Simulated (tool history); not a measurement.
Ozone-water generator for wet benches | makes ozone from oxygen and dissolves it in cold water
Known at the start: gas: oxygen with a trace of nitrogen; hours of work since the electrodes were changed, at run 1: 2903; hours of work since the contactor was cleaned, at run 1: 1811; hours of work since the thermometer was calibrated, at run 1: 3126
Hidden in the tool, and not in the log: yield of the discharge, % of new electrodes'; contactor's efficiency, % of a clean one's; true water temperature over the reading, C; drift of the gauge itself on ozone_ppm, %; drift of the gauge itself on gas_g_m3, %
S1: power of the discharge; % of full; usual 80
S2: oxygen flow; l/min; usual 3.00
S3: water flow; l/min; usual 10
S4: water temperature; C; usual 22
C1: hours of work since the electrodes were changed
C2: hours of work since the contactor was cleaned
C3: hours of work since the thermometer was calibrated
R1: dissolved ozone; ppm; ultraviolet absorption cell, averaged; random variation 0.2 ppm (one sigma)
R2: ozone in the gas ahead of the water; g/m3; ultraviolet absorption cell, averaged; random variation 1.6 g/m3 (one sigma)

run 1 hour=0.0 | S1=80 S2=3.00 S3=10 S4=22 | C1=2903 C2=1811 C3=3126 | R1=29.0 R2=292.9
-- hour=51.2 water thermometer calibrated
run 2 hour=82.8 | S1=80 S2=3.00 S3=14 S4=22 | C1=2981 C2=1888 C3=30 | R1=21.3 R2=293.1
run 3 hour=156.9 | S1=80 S2=3.00 S3=14 S4=22 | C1=3051 C2=1958 C3=100 | R1=21.2 R2=296.5
run 4 hour=234.9 | S1=80 S2=3.00 S3=14 S4=22 | C1=3124 C2=2032 C3=173 | R1=21.3 R2=296.7
run 5 hour=293.1 | S1=80 S2=3.00 S3=14 S4=16 | C1=3179 C2=2086 C3=228 | R1=23.0 R2=296.3
run 6 hour=361.4 | S1=80 S2=3.00 S3=14 S4=16 | C1=3244 C2=2151 C3=292 | R1=23.1 R2=296.4
run 7 hour=436.1 | S1=80 S2=3.00 S3=14 S4=16 | C1=3314 C2=2221 C3=363 | R1=23.2 R2=297.3
run 8 hour=487.0 | S1=80 S2=3.00 S3=14 S4=16 | C1=3362 C2=2269 C3=411 | R1=23.2 R2=295.9
run 9 hour=564.8 | S1=80 S2=3.00 S3=14 S4=16 | C1=3435 C2=2342 C3=484 | R1=23.0 R2=296.6
run 10 hour=611.6 | S1=80 S2=3.00 S3=10 S4=15 | C1=3479 C2=2387 C3=528 | R1=32.2 R2=296.4
run 11 hour=664.2 | S1=80 S2=3.00 S3=11 S4=22 | C1=3529 C2=2436 C3=578 | R1=26.7 R2=297.7
run 12 hour=713.6 | S1=80 S2=3.00 S3=11 S4=22 | C1=3575 C2=2483 C3=624 | R1=26.6 R2=303.4
run 13 hour=759.6 | S1=80 S2=3.00 S3=10 S4=22 | C1=3619 C2=2526 C3=668 | R1=29.2 R2=302.8
run 14 hour=836.3 | S1=80 S2=3.00 S3=10 S4=22 | C1=3691 C2=2598 C3=740 | R1=28.7 R2=298.4
run 15 hour=890.5 | S1=80 S2=4.36 S3=10 S4=22 | C1=3742 C2=2649 C3=791 | R1=26.6 R2=233.3
run 16 hour=938.7 | S1=80 S2=4.36 S3=10 S4=22 | C1=3788 C2=2695 C3=836 | R1=26.7 R2=232.7
run 17 hour=981.2 | S1=80 S2=3.00 S3=10 S4=22 | C1=3828 C2=2735 C3=876 | R1=28.9 R2=301.0
run 18 hour=1063.3 | S1=80 S2=3.00 S3=15 S4=14 | C1=3905 C2=2812 C3=954 | R1=22.2 R2=301.6
run 19 hour=1124.5 | S1=69 S2=1.66 S3=9 S4=23 | C1=3963 C2=2870 C3=1011 | R1=30.4 R2=400.3
run 20 hour=1185.4 | S1=41 S2=4.38 S3=9 S4=23 | C1=4020 C2=2927 C3=1069 | R1=16.8 R2=139.1
run 21 hour=1271.1 | S1=41 S2=4.38 S3=9 S4=23 | C1=4101 C2=3008 C3=1150 | R1=16.7 R2=138.6
run 22 hour=1307.4 | S1=70 S2=5.31 S3=11 S4=22 | C1=4135 C2=3042 C3=1184 | R1=20.8 R2=182.7
run 23 hour=1378.2 | S1=70 S2=5.31 S3=11 S4=22 | C1=4202 C2=3109 C3=1250 | R1=20.8 R2=181.0
-- hour=1414.1 gauge calibrated
run 24 hour=1452.3 | S1=80 S2=3.00 S3=10 S4=23 | C1=4272 C2=3179 C3=1320 | R1=28.6 R2=297.8
run 25 hour=1499.9 | S1=51 S2=3.36 S3=13 S4=18 | C1=4316 C2=3224 C3=1365 | R1=16.9 R2=193.5
run 26 hour=1585.5 | S1=68 S2=3.51 S3=8 S4=27 | C1=4397 C2=3304 C3=1446 | R1=26.4 R2=234.3
run 27 hour=1633.6 | S1=44 S2=1.68 S3=8 S4=27 | C1=4442 C2=3350 C3=1491 | R1=22.6 R2=280.4
run 28 hour=1685.6 | S1=44 S2=1.68 S3=8 S4=27 | C1=4491 C2=3399 C3=1540 | R1=22.7 R2=279.3
run 29 hour=1743.8 | S1=44 S2=1.68 S3=8 S4=27 | C1=4546 C2=3453 C3=1595 | R1=23.0 R2=279.2
run 30 hour=1823.7 | S1=80 S2=5.39 S3=7 S4=22 | C1=4621 C2=3529 C3=1670 | R1=31.0 R2=198.9
run 31 hour=1891.7 | S1=80 S2=2.08 S3=10 S4=16 | C1=4685 C2=3593 C3=1734 | R1=33.3 R2=379.7
run 32 hour=1971.5 | S1=58 S2=3.33 S3=10 S4=14 | C1=4761 C2=3668 C3=1809 | R1=25.3 R2=217.5
run 33 hour=2055.8 | S1=58 S2=3.33 S3=10 S4=14 | C1=4840 C2=3747 C3=1889 | R1=25.3 R2=216.5

Hidden state or all else? Some run-to-run changes of R2, split into what the settings, what came in and random variation would give without the hidden state, and what is left for the hidden state (with any gauge scatter that isn't in both results):
Run 18 -> 19: S1 80 -> 69, S2 3.00 -> 1.66, S3 15 -> 9, S4 14 -> 23. R2 +98.7 g/m3: hidden state +2.4, all else +96.3.
Run 19 -> 20: S1 69 -> 41, S2 1.66 -> 4.38. R2 -261.2 g/m3: hidden state -5.0, all else -256.2.
Run 23 -> 24: S1 70 -> 80, S2 5.31 -> 3.00, S3 11 -> 10, S4 22 -> 23, gauge calibrated. R2 +116.8 g/m3: hidden state -5.0, all else +121.8.
Run 30 -> 31: S2 5.39 -> 2.08, S3 7 -> 10, S4 22 -> 16. R2 +180.8 g/m3: hidden state +1.5, all else +179.3.
Run 31 -> 32: S1 80 -> 58, S2 2.08 -> 3.33, S4 16 -> 14. R2 -162.2 g/m3: hidden state -0.7, all else -161.5.
